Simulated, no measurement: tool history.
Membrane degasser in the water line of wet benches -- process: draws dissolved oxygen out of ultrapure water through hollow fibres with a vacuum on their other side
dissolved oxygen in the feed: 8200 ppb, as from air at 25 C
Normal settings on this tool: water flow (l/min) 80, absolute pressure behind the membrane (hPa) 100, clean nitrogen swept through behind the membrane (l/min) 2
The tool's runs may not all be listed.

| run | hour | water flow (l/min) | absolute pressure behind the membrane (hPa) | clean nitrogen swept through behind the membrane (l/min) | dissolved oxygen in the water behind the degasser (ppb) | pressure that the water loses in the fibres (hPa) |
|---|---|---|---|---|---|---|
| 1 | 0 | 80 | 100 | 2 | 540.8 | 487.1 |
| 2 | 115.6 | 80 | 76 | 2 | 366.2 | 490.5 |
| 3 | 207 | 80 | 76 | 2 | 363.2 | 486.7 |
| 4 | 318 | 80 | 76 | 2 | 369.4 | 486.4 |
| 5 | 399.8 | 80 | 76 | 2 | 367 | 482.2 |
|  | 488 | vacuum gauge calibrated |
| 6 | 502.6 | 80 | 76 | 1.07 | 536.3 | 490.4 |
| 7 | 606.7 | 80 | 76 | 1.07 | 536.9 | 487.4 |
| 8 | 670.5 | 80 | 100 | 2 | 522.7 | 490.5 |
| 9 | 795.4 | 80 | 100 | 2 | 521.9 | 487.8 |
| 10 | 928.2 | 106 | 100 | 2 | 649.1 | 648.3 |
| 11 | 1015.3 | 52 | 100 | 2 | 368.8 | 315.9 |
| 12 | 1110.8 | 80 | 100 | 2 | 523 | 491.3 |
| 13 | 1199.2 | 80 | 100 | 2 | 523.9 | 494.1 |
| 14 | 1319.4 | 80 | 100 | 2 | 524.1 | 492.8 |
| 15 | 1398.6 | 80 | 100 | 2 | 522.6 | 491.6 |
| 16 | 1468 | 80 | 100 | 2 | 523.4 | 490.2 |
| 17 | 1540.6 | 80 | 100 | 2 | 524 | 492.5 |
| 18 | 1652 | 80 | 100 | 2 | 528 | 489.2 |
| 19 | 1783.2 | 80 | 66 | 4.51 | 141.4 | 494.2 |
| 20 | 1884.1 | 80 | 66 | 4.51 | 140.9 | 496.6 |
| 21 | 2006.7 | 64 | 70 | 4.51 | 127.5 | 396.8 |
| 22 | 2090.8 | 64 | 70 | 4.51 | 127.7 | 395.9 |
| 23 | 2217.1 | 64 | 101 | 1.65 | 523.5 | 395 |
| 24 | 2275.1 | 69 | 108 | 1.06 | 826.6 | 426.1 |
| 25 | 2396 | 69 | 108 | 1.06 | 828.4 | 426 |
| 26 | 2471.8 | 73 | 93 | 1.06 | 707.7 | 451.8 |
| 27 | 2528.6 | 87 | 198 | 1.06 | 1911.7 | 540.5 |
| 28 | 2600.9 | 101 | 97 | 4.81 | 311.5 | 628 |
| 29 | 2713.8 | 80 | 100 | 0.98 | 872.7 | 498.7 |
| 30 | 2844.7 | 122 | 100 | 3.73 | 477.8 | 761.4 |
| 31 | 2948.8 | 122 | 100 | 3.73 | 482 | 760.9 |
| 32 | 3072.2 | 98 | 177 | 1.13 | 1761.9 | 608.8 |
| 33 | 3166.2 | 76 | 185 | 3.26 | 728.9 | 470.7 |

Below are 3 alternative next runs, each starting from the tool's condition after run 33. Predict each:
| A | 3286.6 | 55 | 107 | 3.26 | ? | ? |
| B | 3286.6 | 80 | 100 | 1.01 | ? | ? |
| C | 3286.6 | 52 | 100 | 2 | ? | ? |

| run | dissolved oxygen in the water behind the degasser (ppb) | pressure that the water loses in the fibres (hPa) |
|---|---|---|
| A | 287.9 | 346.3 |
| B | 858.9 | 497.9 |
| C | 379.9 | 327.4 |
Take away the tool's hidden state, keep each run's random variation, and the runs would have read:
| run | dissolved oxygen in the water behind the degasser (ppb) | pressure that the water loses in the fibres (hPa) |
|---|---|---|
| A | 278.2 | 334.6 |
| B | 837.8 | 481 |
| C | 367.2 | 316.3 |
